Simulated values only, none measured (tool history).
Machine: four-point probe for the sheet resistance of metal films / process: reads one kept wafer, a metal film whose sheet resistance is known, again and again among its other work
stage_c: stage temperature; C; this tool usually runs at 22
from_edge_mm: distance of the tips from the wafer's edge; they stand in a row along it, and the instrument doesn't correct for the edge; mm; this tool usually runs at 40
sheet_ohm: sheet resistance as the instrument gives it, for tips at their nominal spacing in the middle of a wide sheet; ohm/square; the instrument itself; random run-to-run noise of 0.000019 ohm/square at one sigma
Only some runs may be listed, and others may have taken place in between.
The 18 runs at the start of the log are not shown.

Run 19, day 10.446: usual settings but stage_c 31 C, from_edge_mm 8 mm. Result: sheet_ohm 0.094057 ohm/square.
Run 20, day 10.950: usual settings but stage_c 31 C, from_edge_mm 8 mm. Result: sheet_ohm 0.094007 ohm/square.
Run 21, day 11.638: usual settings but from_edge_mm 44 mm. Result: sheet_ohm 0.093095 ohm/square.
Run 22, day 12.342: usual settings. Result: sheet_ohm 0.093118 ohm/square.
Run 23, day 12.996: usual settings but stage_c 23 C, from_edge_mm 13 mm. Result: sheet_ohm 0.093383 ohm/square.
Run 24, day 13.554: usual settings but from_edge_mm 50 mm. Result: sheet_ohm 0.093089 ohm/square.
Run 25, day 14.150: usual settings but stage_c 23 C. Result: sheet_ohm 0.093143 ohm/square.
Run 26, day 14.500: usual settings but from_edge_mm 7 mm. Result: sheet_ohm 0.094096 ohm/square.
Run 27, day 14.879: usual settings but from_edge_mm 12 mm. Result: sheet_ohm 0.093401 ohm/square.
Run 28, day 15.358: usual settings but stage_c 19 C, from_edge_mm 10 mm. Result: sheet_ohm 0.093497 ohm/square.
Run 29, day 15.812: usual settings but stage_c 25 C, from_edge_mm 24 mm. Result: sheet_ohm 0.093188 ohm/square.
Run 30, day 16.400: usual settings but stage_c 28 C, from_edge_mm 9 mm. Result: sheet_ohm 0.093804 ohm/square.
Run 31, day 16.746: usual settings but stage_c 28 C, from_edge_mm 9 mm. Result: sheet_ohm 0.093855 ohm/square.
Run 32, day 17.500: usual settings but stage_c 35 C, from_edge_mm 22 mm. Result: sheet_ohm 0.093436 ohm/square.

Run 33, settings as shown, results not yet in. Your forecast:
Run 33, day 18.233: usual settings but stage_c 35 C, from_edge_mm 22 mm. Result: sheet_ohm ?.

sheet_ohm: 0.093476 ohm/square
Were there no unlogged condition in the tool, this run, its random variation unchanged, would have produced sheet_ohm 0.093481 ohm/square.
